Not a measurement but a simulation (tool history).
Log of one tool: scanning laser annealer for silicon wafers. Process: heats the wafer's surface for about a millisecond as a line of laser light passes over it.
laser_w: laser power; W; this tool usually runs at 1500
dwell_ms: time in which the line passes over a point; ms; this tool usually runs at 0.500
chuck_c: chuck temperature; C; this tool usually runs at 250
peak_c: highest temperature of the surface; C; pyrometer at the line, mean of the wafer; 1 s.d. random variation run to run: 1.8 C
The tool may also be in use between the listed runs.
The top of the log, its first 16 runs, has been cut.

| run | hour | laser_w | dwell_ms | chuck_c | hours of work since the window was cleaned | hours of work since the power meter was calibrated | hours of work since the optics were aligned | peak_c |
|---|---|---|---|---|---|---|---|---|
| 17 | 230.4 | 1302 | 0.500 | 250 | 627 | 182 | 199 | 842 |
| 18 | 245.2 | 1302 | 0.500 | 250 | 633 | 188 | 205 | 839 |
| 19 | 255.8 | 1302 | 0.500 | 250 | 638 | 192 | 209 | 841 |
| 20 | 272.7 | 1302 | 0.500 | 250 | 645 | 200 | 217 | 841 |
| 21 | 282.6 | 1481 | 0.612 | 215 | 649 | 204 | 221 | 989 |
| 22 | 300.3 | 1500 | 0.476 | 217 | 657 | 211 | 228 | 908 |
| 23 | 321.7 | 1500 | 0.476 | 244 | 666 | 221 | 238 | 933 |
| 24 | 342.5 | 1419 | 0.476 | 220 | 675 | 229 | 246 | 865 |
| 25 | 354.7 | 1419 | 0.476 | 220 | 680 | 235 | 252 | 863 |
| 26 | 364.8 | 1512 | 0.539 | 255 | 684 | 239 | 256 | 1002 |
| 27 | 384.0 | 1282 | 0.539 | 255 | 693 | 247 | 264 | 856 |
| 28 | 404.9 | 1440 | 0.539 | 255 | 702 | 256 | 273 | 954 |
| 29 | 414.5 | 1440 | 0.539 | 255 | 706 | 260 | 277 | 954 |
| 30 | 430.6 | 1587 | 0.500 | 266 | 712 | 267 | 284 | 1028 |
| 31 | 441.3 | 1500 | 0.500 | 254 | 717 | 272 | 289 | 960 |
| 32 | 452.9 | 1500 | 0.516 | 244 | 722 | 277 | 294 | 963 |
| 33 | 463.0 | 1500 | 0.516 | 244 | 726 | 281 | 298 | 965 |
| 34 | 483.6 | 1500 | 0.516 | 244 | 735 | 290 | 307 | 966 |
| 35 | 504.5 | 1500 | 0.500 | 217 | 744 | 299 | 316 | 924 |
|  | 516.0 | window over the wafer cleaned |
| 36 | 516.0 | 1623 | 0.563 | 255 | 0 | 303 | 320 | 1092 |
| 37 | 528.2 | 1623 | 0.563 | 255 | 5 | 308 | 325 | 1091 |

4 options for the next run, each taken on its own from the tool as it stands now. Forecast them:
| A | 547.6 | 1643 | 0.457 | 213 | 13 | 316 | 333 | ? |
| B | 547.6 | 1585 | 0.574 | 265 | 13 | 316 | 333 | ? |
| C | 547.6 | 1500 | 0.500 | 223 | 13 | 316 | 333 | ? |
| D | 547.6 | 1421 | 0.560 | 219 | 13 | 316 | 333 | ? |

| run | peak_c |
|---|---|
| A | 970 |
| B | 1085 |
| C | 929 |
| D | 920 |
Had the tool no hidden state, the same runs would have come out as:
| run | peak_c |
|---|---|
| A | 970 |
| B | 1085 |
| C | 929 |
| D | 920 |
